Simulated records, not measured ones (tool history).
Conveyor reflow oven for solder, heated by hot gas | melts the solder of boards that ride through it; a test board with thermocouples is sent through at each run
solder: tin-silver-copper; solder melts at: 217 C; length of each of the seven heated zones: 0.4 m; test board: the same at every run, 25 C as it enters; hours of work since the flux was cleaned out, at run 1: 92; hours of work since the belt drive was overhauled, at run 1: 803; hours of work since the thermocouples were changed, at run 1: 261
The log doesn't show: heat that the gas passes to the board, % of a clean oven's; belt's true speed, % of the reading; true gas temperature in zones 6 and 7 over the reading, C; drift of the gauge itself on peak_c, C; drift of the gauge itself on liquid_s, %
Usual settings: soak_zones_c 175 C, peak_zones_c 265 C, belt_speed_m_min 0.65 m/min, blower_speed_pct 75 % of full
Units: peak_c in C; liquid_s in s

run	hour	soak_zones_c	peak_zones_c	belt_speed_m_min	blower_speed_pct	hours of work since the flux was cleaned out	hours of work since the belt drive was overhauled	hours of work since the thermocouples were changed	peak_c	liquid_s
1	0	175	265	0.65	75	92	803	261	248.8	53.8
2	40	175	265	0.65	75	124	834	292	248.7	53
3	105.2	175	265	0.65	75	175	885	343	248.4	52.5
4	163.3	175	265	0.65	50	220	931	388	243.2	46.7
# hour 177.9: flux residue cleaned out of gas plates and filters
5	207.6	175	265	0.65	50	23	961	419	245.7	49.3
6	266.2	175	265	0.65	50	69	1007	465	245	48.6
7	327.9	175	265	0.65	50	117	1056	513	244.8	48.2
8	389.7	175	265	0.65	50	166	1104	562	244.4	47.9
9	431.7	175	265	0.65	50	198	1137	594	244.1	48
# hour 469.7: flux residue cleaned out of gas plates and filters
10	496.6	175	265	0.65	50	21	1184	641	246.8	50.6
# hour 514: thermocouples of zones 6 and 7 changed
11	573.1	175	265	0.65	75	79	1242	46	248.3	54
12	643.4	175	260	0.65	75	134	1297	101	244.5	50.1
13	727	175	260	0.65	51	200	1362	167	239.3	43.2
# hour 770.5: flux residue cleaned out of gas plates and filters
14	811.4	175	265	0.65	75	32	1424	229	249.7	54.4
# hour 856.3: belt drive overhauled, speed set with a stopwatch
15	860.2	175	254	0.65	75	67	3	264	240.2	47.4
16	899.4	175	254	0.65	75	98	34	294	240.5	47.5
17	986.1	175	254	0.65	75	166	102	362	239	46.4
18	1051.1	175	265	0.645	75	216	152	413	248.7	55.2
# hour 1067: flux residue cleaned out of gas plates and filters
19	1106.8	175	265	0.645	75	31	192	453	250.7	57.3
20	1160.4	175	265	0.645	75	73	234	495	250.5	57.1
21	1202	175	265	0.645	75	106	267	527	250.4	57.2
# hour 1240.8: belt drive overhauled, speed set with a stopwatch, once more
22	1255.2	175	265	0.74	75	144	11	566	244	40.8
23	1311.1	175	265	0.74	75	188	55	610	243.1	40.6
# hour 1364.2: flux residue cleaned out of gas plates and filters
# hour 1373.8: thermocouples of zones 6 and 7 changed
24	1390.4	175	265	0.687	86	19	112	13	248.5	50.4
25	1445.1	180	265	0.522	75	62	154	56	255.3	75.5
26	1509.9	180	265	0.522	65	112	205	106	254.1	73.8
27	1586.6	180	265	0.522	65	172	265	166	253.1	73.3
# hour 1659.8: flux residue cleaned out of gas plates and filters
28	1674.9	180	253	0.522	50	12	330	232	242.2	63.3
29	1733.6	167	265	0.78	75	58	376	278	241.8	34.6
30	1775.8	167	265	0.78	75	91	409	311	240.8	34.3
31	1852.5	167	259	0.527	75	151	469	371	248.4	64.2

Hidden state or all else? Some run-to-run changes of peak_c, split into what the settings, what came in and random variation would give without the hidden state, and what is left for the hidden state (with any gauge scatter that isn't in both results):
Run 10 -> 11: blower_speed_pct 50 -> 75, thermocouples of zones 6 and 7 changed. peak_c +1.5 C: hidden state -2.4, all else +3.9.
Run 13 -> 14: peak_zones_c 260 -> 265, blower_speed_pct 51 -> 75, flux residue cleaned out of gas plates and filters. peak_c +10.4 C: hidden state +1.5, all else +8.9.
Run 17 -> 18: peak_zones_c 254 -> 265, belt_speed_m_min 0.65 -> 0.645. peak_c +9.7 C: hidden state -0.4, all else +10.1.
Run 18 -> 19: flux residue cleaned out of gas plates and filters. peak_c +2 C: hidden state +2.1, all else -0.1.
Run 21 -> 22: belt_speed_m_min 0.645 -> 0.74, belt drive overhauled, speed set with a stopwatch, once more. peak_c -6.4 C: hidden state -2.2, all else -4.2.
Run 27 -> 28: peak_zones_c 265 -> 253, blower_speed_pct 65 -> 50, flux residue cleaned out of gas plates and filters. peak_c -10.9 C: hidden state +1.6, all else -12.5.
